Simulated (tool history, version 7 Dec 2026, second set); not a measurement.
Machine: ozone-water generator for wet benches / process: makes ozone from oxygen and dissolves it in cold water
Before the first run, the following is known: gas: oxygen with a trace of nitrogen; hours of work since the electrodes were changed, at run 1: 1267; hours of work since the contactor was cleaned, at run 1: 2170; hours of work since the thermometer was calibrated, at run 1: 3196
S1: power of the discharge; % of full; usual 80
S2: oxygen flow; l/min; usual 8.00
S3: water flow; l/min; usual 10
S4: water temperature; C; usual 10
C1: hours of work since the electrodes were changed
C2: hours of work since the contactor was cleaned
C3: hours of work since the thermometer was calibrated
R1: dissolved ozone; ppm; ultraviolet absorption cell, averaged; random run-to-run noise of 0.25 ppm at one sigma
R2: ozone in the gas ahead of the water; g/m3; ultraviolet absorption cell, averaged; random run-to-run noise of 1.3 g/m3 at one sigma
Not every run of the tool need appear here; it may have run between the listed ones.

Run 1, hour 0.0: usual settings; C1 1267; C2 2170; C3 3196. Result: R1 35.5 ppm, R2 223.8 g/m3.
Run 2, hour 104.9: usual settings but S4 18 C; C1 1358; C2 2260; C3 3286. Result: R1 29.5 ppm, R2 226.0 g/m3.
Run 3, hour 255.3: usual settings but S4 18 C; C1 1487; C2 2389; C3 3415. Result: R1 29.3 ppm, R2 227.6 g/m3.
Run 4, hour 413.1: usual settings; C1 1623; C2 2525; C3 3551. Result: R1 34.9 ppm, R2 223.3 g/m3.
Run 5, hour 550.9: usual settings; C1 1741; C2 2644; C3 3670. Result: R1 34.6 ppm, R2 220.8 g/m3.
At hour 565.3: contactor cleaned.
Run 6, hour 705.1: usual settings; C1 1871; C2 120; C3 3799. Result: R1 36.0 ppm, R2 220.2 g/m3.
Run 7, hour 791.3: usual settings; C1 1945; C2 194; C3 3873. Result: R1 35.6 ppm, R2 223.2 g/m3.
Run 8, hour 903.5: usual settings but S1 81 % of full; C1 2041; C2 291; C3 3970. Result: R1 36.0 ppm, R2 220.9 g/m3.
Run 9, hour 998.7: usual settings but S1 81 % of full; C1 2123; C2 373; C3 4052. Result: R1 35.5 ppm, R2 219.7 g/m3.
Run 10, hour 1085.4: usual settings; C1 2198; C2 447; C3 4126. Result: R1 35.4 ppm, R2 218.6 g/m3.
Run 11, hour 1209.4: usual settings; C1 2304; C2 554; C3 4233. Result: R1 35.4 ppm, R2 219.1 g/m3.
Run 12, hour 1337.7: usual settings; C1 2415; C2 665; C3 4343. Result: R1 35.1 ppm, R2 217.4 g/m3.
At hour 1349.9: water thermometer calibrated.
Run 13, hour 1517.7: usual settings; C1 2569; C2 819; C3 144. Result: R1 35.0 ppm, R2 214.3 g/m3.
Run 14, hour 1676.0: usual settings; C1 2705; C2 955; C3 281. Result: R1 35.0 ppm, R2 213.3 g/m3.
Run 15, hour 1853.4: usual settings; C1 2858; C2 1108; C3 433. Result: R1 34.6 ppm, R2 212.3 g/m3.
Run 16, hour 1982.7: usual settings; C1 2969; C2 1219; C3 544. Result: R1 34.1 ppm, R2 211.8 g/m3.
Run 17, hour 2077.9: usual settings; C1 3051; C2 1301; C3 626. Result: R1 34.2 ppm, R2 211.4 g/m3.
Run 18, hour 2157.6: usual settings but S4 17 C; C1 3120; C2 1370; C3 695. Result: R1 29.2 ppm, R2 210.8 g/m3.
Run 19, hour 2256.3: usual settings but S4 9 C; C1 3205; C2 1454; C3 780. Result: R1 34.9 ppm, R2 208.2 g/m3.
Run 20, hour 2430.8: usual settings but S4 11 C; C1 3355; C2 1605; C3 930. Result: R1 32.8 ppm, R2 208.1 g/m3.
Run 21, hour 2526.8: usual settings but S1 96 % of full, S4 8 C; C1 3437; C2 1687; C3 1013. Result: R1 38.0 ppm, R2 226.0 g/m3.
Run 22, hour 2624.3: usual settings but S1 58 % of full; C1 3521; C2 1771; C3 1096. Result: R1 28.6 ppm, R2 175.7 g/m3.
Run 23, hour 2715.2: usual settings but S1 58 % of full; C1 3599; C2 1849; C3 1175. Result: R1 28.2 ppm, R2 176.6 g/m3.
Run 24, hour 2869.2: usual settings but S3 11 l/min; C1 3732; C2 1982; C3 1307. Result: R1 30.3 ppm, R2 205.4 g/m3.
Run 25, hour 3046.5: usual settings but S3 8 l/min; C1 3884; C2 2134; C3 1460. Result: R1 39.0 ppm, R2 203.0 g/m3.
Run 26, hour 3126.7: usual settings but S2 10.03 l/min, S4 5 C; C1 3953; C2 2203; C3 1529. Result: R1 35.0 ppm, R2 183.7 g/m3.
Run 27, hour 3246.7: usual settings but S1 45 % of full, S4 16 C; C1 4057; C2 2307; C3 1632. Result: R1 21.5 ppm, R2 154.2 g/m3.
Run 28, hour 3328.4: usual settings but S1 40 % of full, S2 10.46 l/min, S3 11 l/min, S4 6 C; C1 4127; C2 2377; C3 1702. Result: R1 23.1 ppm, R2 131.5 g/m3.
Run 29, hour 3422.1: usual settings but S1 40 % of full, S2 10.46 l/min, S3 11 l/min, S4 6 C; C1 4208; C2 2457; C3 1783. Result: R1 22.9 ppm, R2 130.8 g/m3.
Run 30, hour 3571.2: usual settings but S1 40 % of full, S2 10.46 l/min, S3 11 l/min, S4 6 C; C1 4336; C2 2586; C3 1911. Result: R1 23.1 ppm, R2 130.4 g/m3.
At hour 3651.5: contactor cleaned.
Run 31, hour 3656.4: usual settings but S2 4.50 l/min, S3 7 l/min; C1 4406; C2 4; C3 1981. Result: R1 45.8 ppm, R2 257.2 g/m3.
Run 32, hour 3795.2: usual settings but S1 77 % of full, S3 14 l/min, S4 15 C; C1 4525; C2 124; C3 2100. Result: R1 21.5 ppm, R2 197.5 g/m3.

Results per run with the tool's hidden condition removed, run-to-run variation unchanged:
Hidden state present: yield of the discharge, % of new electrodes'; contactor's efficiency, % of a clean one's; true water temperature over the reading, C; drift of the gauge itself on ozone_ppm, %; drift of the gauge itself on gas_g_m3, %.
run    R1     R2
  1  38.5  232.9
  2  32.1  236.0
  3  32.2  238.8
  4  38.5  235.4
  5  38.4  233.8
  6  38.5  234.2
  7  38.2  238.0
  8  38.9  236.4
  9  38.5  235.9
 10  38.4  235.3
 11  38.7  236.8
 12  38.6  235.9
 13  38.7  233.7
 14  38.9  233.9
 15  38.7  234.3
 16  38.3  234.8
 17  38.7  235.1
 18  33.1  235.1
 19  39.8  233.1
 20  37.6  234.2
 21  44.2  258.0
 22  32.4  195.4
 23  32.1  196.9
 24  35.5  234.8
 25  45.9  233.4
 26  41.5  211.7
 27  24.6  171.6
 28  26.3  145.4
 29  26.2  145.0
 30  26.6  145.0
 31  54.1  302.0
 32  25.5  232.3
